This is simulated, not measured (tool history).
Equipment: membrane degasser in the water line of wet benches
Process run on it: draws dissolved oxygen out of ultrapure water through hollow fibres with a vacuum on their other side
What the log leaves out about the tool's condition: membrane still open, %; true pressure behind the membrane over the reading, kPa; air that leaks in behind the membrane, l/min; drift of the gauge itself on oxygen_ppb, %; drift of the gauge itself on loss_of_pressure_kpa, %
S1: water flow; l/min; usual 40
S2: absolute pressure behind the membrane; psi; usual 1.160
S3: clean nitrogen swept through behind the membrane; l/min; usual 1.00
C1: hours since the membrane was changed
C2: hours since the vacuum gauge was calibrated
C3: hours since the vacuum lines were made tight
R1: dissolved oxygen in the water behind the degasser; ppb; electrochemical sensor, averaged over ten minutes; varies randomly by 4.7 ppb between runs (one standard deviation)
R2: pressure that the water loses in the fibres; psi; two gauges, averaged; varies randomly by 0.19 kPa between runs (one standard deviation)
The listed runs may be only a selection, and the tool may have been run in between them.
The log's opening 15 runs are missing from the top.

Run 16, day 30.275: usual settings but S1 24 l/min; C1 2245; C2 4015; C3 4015. Result: R1 295.5 ppb, R2 3.635 psi.
Run 17, day 32.154: usual settings but S1 58 l/min, S2 0.941 psi; C1 2290; C2 4061; C3 4061. Result: R1 962.8 ppb, R2 8.768 psi.
Run 18, day 33.567: usual settings but S1 58 l/min, S2 0.941 psi; C1 2324; C2 4094; C3 4094. Result: R1 942.9 ppb, R2 8.841 psi.
Run 19, day 36.150: usual settings but S1 58 l/min, S2 0.941 psi; C1 2386; C2 4156; C3 4156. Result: R1 953.5 ppb, R2 8.702 psi.
Run 20, day 38.638: usual settings but S1 55 l/min, S2 0.857 psi; C1 2445; C2 4216; C3 4216. Result: R1 838.5 ppb, R2 8.360 psi.
Run 21, day 40.171: usual settings but S1 61 l/min, S2 1.389 psi; C1 2482; C2 4253; C3 4253. Result: R1 1308.9 ppb, R2 9.233 psi.
Run 22, day 41.504: usual settings but S1 54 l/min, S2 2.126 psi, S3 0.91 l/min; C1 2514; C2 4285; C3 4285. Result: R1 1540.2 ppb, R2 8.173 psi.
Run 23, day 43.650: usual settings but S1 54 l/min, S2 1.613 psi, S3 0.91 l/min; C1 2566; C2 4336; C3 4336. Result: R1 1288.9 ppb, R2 8.186 psi.
Run 24, day 45.183: usual settings but S1 54 l/min, S2 1.613 psi, S3 0.91 l/min; C1 2603; C2 4373; C3 4373. Result: R1 1266.2 ppb, R2 8.244 psi.
Run 25, day 47.083: usual settings but S1 56 l/min; C1 2648; C2 4419; C3 4419. Result: R1 1042.6 ppb, R2 8.522 psi.
Run 26, day 49.067: usual settings but S1 56 l/min; C1 2696; C2 4466; C3 4466. Result: R1 1049.5 ppb, R2 8.501 psi.
Run 27, day 50.508: usual settings but S1 56 l/min; C1 2730; C2 4501; C3 4501. Result: R1 1023.3 ppb, R2 8.479 psi.
Run 28, day 52.400: usual settings but S1 56 l/min; C1 2776; C2 4546; C3 4546. Result: R1 1029.5 ppb, R2 8.557 psi.
Run 29, day 54.679: usual settings but S1 56 l/min; C1 2830; C2 4601; C3 4601. Result: R1 1039.7 ppb, R2 8.506 psi.
Run 30, day 57.308: usual settings but S1 38 l/min; C1 2894; C2 4664; C3 4664. Result: R1 577.9 ppb, R2 5.755 psi.
Run 31, day 59.250: usual settings but S1 31 l/min, S2 1.009 psi, S3 2.05 l/min; C1 2940; C2 4711; C3 4711. Result: R1 254.8 ppb, R2 4.702 psi.

Forecast each of these 5 alternatives for the next run:
Run A, day 61.958: usual settings but S1 54 l/min, S3 0.73 l/min; C1 3005; C2 4776; C3 4776. Result: R1 ?, R2 ?.
Run B, day 61.958: usual settings but S2 2.424 psi, S3 0.65 l/min; C1 3005; C2 4776; C3 4776. Result: R1 ?, R2 ?.
Run C, day 61.958: usual settings but S1 33 l/min, S2 0.982 psi, S3 2.74 l/min; C1 3005; C2 4776; C3 4776. Result: R1 ?, R2 ?.
Run D, day 61.958: usual settings but S1 31 l/min, S2 1.170 psi, S3 0.75 l/min; C1 3005; C2 4776; C3 4776. Result: R1 ?, R2 ?.
Run E, day 61.958: usual settings but S1 27 l/min; C1 3005; C2 4776; C3 4776. Result: R1 ?, R2 ?.

run      R1     R2
  A  1089.7  8.234
  B  1520.4  6.115
  C   250.9  5.036
  D   514.1  4.743
  E   350.1  4.110
The same runs, with their run-to-run variation unchanged, on a tool lacking any hidden condition would have given:
run      R1     R2
  A  1043.3  8.103
  B  1490.2  6.018
  C   234.2  4.956
  D   487.2  4.667
  E   330.1  4.045
